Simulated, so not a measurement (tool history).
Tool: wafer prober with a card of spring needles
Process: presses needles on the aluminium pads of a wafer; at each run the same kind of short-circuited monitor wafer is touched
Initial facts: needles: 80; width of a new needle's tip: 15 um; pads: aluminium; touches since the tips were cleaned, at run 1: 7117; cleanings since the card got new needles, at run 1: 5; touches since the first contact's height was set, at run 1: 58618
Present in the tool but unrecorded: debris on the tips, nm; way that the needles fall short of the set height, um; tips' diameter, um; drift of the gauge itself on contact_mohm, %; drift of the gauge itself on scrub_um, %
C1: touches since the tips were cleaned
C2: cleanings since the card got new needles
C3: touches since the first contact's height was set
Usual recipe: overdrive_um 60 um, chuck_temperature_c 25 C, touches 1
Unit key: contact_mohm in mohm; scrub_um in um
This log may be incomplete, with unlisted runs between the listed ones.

Run 1, hour 0.0: usual settings; C1 7117; C2 5; C3 58618. Result: contact_mohm 251 mohm, scrub_um 13.22 um.
At hour 7.9: tips cleaned on abrasive film.
Run 2, hour 34.3: usual settings; C1 5649; C2 6; C3 65946. Result: contact_mohm 253 mohm, scrub_um 13.23 um.
At hour 49.5: tips cleaned on abrasive film.
Run 3, hour 58.9: usual settings; C1 2023; C2 7; C3 71202. Result: contact_mohm 250 mohm, scrub_um 13.18 um.
Run 4, hour 77.4: usual settings; C1 5987; C2 7; C3 75166. Result: contact_mohm 255 mohm, scrub_um 13.20 um.
At hour 91.0: tips cleaned on abrasive film.
Run 5, hour 105.3: usual settings; C1 3075; C2 8; C3 81134. Result: contact_mohm 259 mohm, scrub_um 13.23 um.
Run 6, hour 126.4: usual settings; C1 7589; C2 8; C3 85648. Result: contact_mohm 250 mohm, scrub_um 13.19 um.
At hour 131.4: tips cleaned on abrasive film.
Run 7, hour 163.7: usual settings but overdrive_um 63 um; C1 6912; C2 9; C3 93624. Result: contact_mohm 252 mohm, scrub_um 13.84 um.
At hour 173.3: tips cleaned on abrasive film.
Run 8, hour 187.1: usual settings but overdrive_um 63 um; C1 2975; C2 10; C3 98633. Result: contact_mohm 253 mohm, scrub_um 13.84 um.
At hour 214.4: tips cleaned on abrasive film.
Run 9, hour 215.8: usual settings; C1 296; C2 11; C3 104754. Result: contact_mohm 249 mohm, scrub_um 13.17 um.
Run 10, hour 232.4: usual settings; C1 3851; C2 11; C3 108309. Result: contact_mohm 251 mohm, scrub_um 13.19 um.
Run 11, hour 254.0: usual settings; C1 8486; C2 11; C3 112944. Result: contact_mohm 252 mohm, scrub_um 13.15 um.
At hour 257.8: tips cleaned on abrasive film.
Run 12, hour 272.4: usual settings; C1 3129; C2 12; C3 116864. Result: contact_mohm 251 mohm, scrub_um 13.17 um.
Run 13, hour 289.2: usual settings but overdrive_um 49 um; C1 6727; C2 12; C3 120462. Result: contact_mohm 254 mohm, scrub_um 10.71 um.
At hour 299.1: tips cleaned on abrasive film.
Run 14, hour 319.7: usual settings but overdrive_um 49 um; C1 4412; C2 13; C3 126979. Result: contact_mohm 252 mohm, scrub_um 10.75 um.
At hour 325.3: height of the first contact set anew.
At hour 340.5: tips cleaned on abrasive film.
Run 15, hour 356.8: usual settings; C1 3489; C2 14; C3 6725. Result: contact_mohm 252 mohm, scrub_um 13.13 um.
At hour 382.9: tips cleaned on abrasive film.
Run 16, hour 384.3: usual settings but overdrive_um 79 um; C1 287; C2 15; C3 12593. Result: contact_mohm 250 mohm, scrub_um 17.25 um.
Run 17, hour 422.8: usual settings; C1 8544; C2 15; C3 20850. Result: contact_mohm 251 mohm, scrub_um 13.12 um.
At hour 425.7: tips cleaned on abrasive film.
Run 18, hour 450.3: usual settings but overdrive_um 41 um, chuck_temperature_c 89 C; C1 5267; C2 16; C3 26729. Result: contact_mohm 275 mohm, scrub_um 8.97 um.
At hour 469.3: tips cleaned on abrasive film.
Run 19, hour 478.5: usual settings but overdrive_um 70 um, chuck_temperature_c 30 C, touches 3; C1 1972; C2 17; C3 32746. Result: contact_mohm 250 mohm, scrub_um 15.27 um.
Run 20, hour 498.1: usual settings but overdrive_um 70 um, chuck_temperature_c 30 C, touches 3; C1 6170; C2 17; C3 36944. Result: contact_mohm 254 mohm, scrub_um 15.28 um.
At hour 510.5: tips cleaned on abrasive film.
Run 21, hour 529.1: usual settings but overdrive_um 53 um, chuck_temperature_c 37 C; C1 3971; C2 18; C3 43571. Result: contact_mohm 257 mohm, scrub_um 11.54 um.
Run 22, hour 548.4: usual settings but overdrive_um 62 um, chuck_temperature_c 45 C, touches 2; C1 8126; C2 18; C3 47726. Result: contact_mohm 258 mohm, scrub_um 13.51 um.
At hour 551.9: tips cleaned on abrasive film.
Run 23, hour 566.8: usual settings but overdrive_um 77 um, chuck_temperature_c 53 C, touches 3; C1 3205; C2 19; C3 51650. Result: contact_mohm 257 mohm, scrub_um 16.76 um.
At hour 593.0: tips cleaned on abrasive film.
Run 24, hour 605.5: usual settings but overdrive_um 49 um, chuck_temperature_c 62 C, touches 2; C1 2673; C2 20; C3 59911. Result: contact_mohm 265 mohm, scrub_um 10.65 um.
Run 25, hour 628.6: usual settings but overdrive_um 49 um, chuck_temperature_c 62 C, touches 2; C1 7636; C2 20; C3 64874. Result: contact_mohm 265 mohm, scrub_um 10.64 um.
At hour 633.3: tips cleaned on abrasive film.
Run 26, hour 654.9: usual settings but overdrive_um 80 um; C1 4639; C2 21; C3 70495. Result: contact_mohm 248 mohm, scrub_um 17.37 um.
At hour 674.0: tips cleaned on abrasive film.
Run 27, hour 674.0: usual settings but touches 2; C1 0; C2 22; C3 74566. Result: contact_mohm 256 mohm, scrub_um 13.02 um.
Run 28, hour 697.8: usual settings but overdrive_um 54 um, chuck_temperature_c 27 C, touches 2; C1 5086; C2 22; C3 79652. Result: contact_mohm 259 mohm, scrub_um 11.72 um.
At hour 716.5: tips cleaned on abrasive film.
Run 29, hour 734.8: usual settings but overdrive_um 54 um, chuck_temperature_c 27 C, touches 2; C1 3928; C2 23; C3 87580. Result: contact_mohm 255 mohm, scrub_um 11.72 um.
At hour 757.2: tips cleaned on abrasive film.
Run 30, hour 762.4: usual settings but overdrive_um 74 um, chuck_temperature_c 69 C, touches 2; C1 1108; C2 24; C3 93470. Result: contact_mohm 262 mohm, scrub_um 16.04 um.
At hour 799.7: tips cleaned on abrasive film.
Run 31, hour 800.4: usual settings but overdrive_um 50 um, chuck_temperature_c 48 C, touches 3; C1 167; C2 25; C3 101602. Result: contact_mohm 262 mohm, scrub_um 10.82 um.
Run 32, hour 826.6: usual settings but overdrive_um 50 um, chuck_temperature_c 48 C, touches 3; C1 5775; C2 25; C3 107210. Result: contact_mohm 262 mohm, scrub_um 10.84 um.
At hour 839.9: tips cleaned on abrasive film.
Run 33, hour 847.1: usual settings but overdrive_um 50 um, chuck_temperature_c 48 C, touches 3; C1 1551; C2 26; C3 111584. Result: contact_mohm 261 mohm, scrub_um 10.81 um.
At hour 880.3: tips cleaned on abrasive film.
Run 34, hour 880.4: usual settings but overdrive_um 53 um, chuck_temperature_c 79 C; C1 20; C2 27; C3 118709. Result: contact_mohm 268 mohm, scrub_um 11.45 um.

Each row is a separate what-if for the run after 34, all from the same tool condition, not one after another. Results?
Run A, hour 899.4: usual settings but overdrive_um 53 um, chuck_temperature_c 40 C, touches 2; C1 4077; C2 27; C3 122766. Result: contact_mohm ?, scrub_um ?.
Run B, hour 899.4: usual settings but overdrive_um 52 um, chuck_temperature_c 97 C; C1 4077; C2 27; C3 122766. Result: contact_mohm ?, scrub_um ?.
Run C, hour 899.4: usual settings but overdrive_um 43 um, chuck_temperature_c 83 C; C1 4077; C2 27; C3 122766. Result: contact_mohm ?, scrub_um ?.
Run D, hour 899.4: usual settings but overdrive_um 41 um, chuck_temperature_c 33 C, touches 3; C1 4077; C2 27; C3 122766. Result: contact_mohm ?, scrub_um ?.

run  contact_mohm  scrub_um
  A           258     11.43
  B           275     11.24
  C           278      9.29
  D           261      8.86
Take away the tool's hidden state, keep each run's random variation, and the runs would have read:
run  contact_mohm  scrub_um
  A           258     11.68
  B           275     11.48
  C           278      9.50
  D           261      9.06
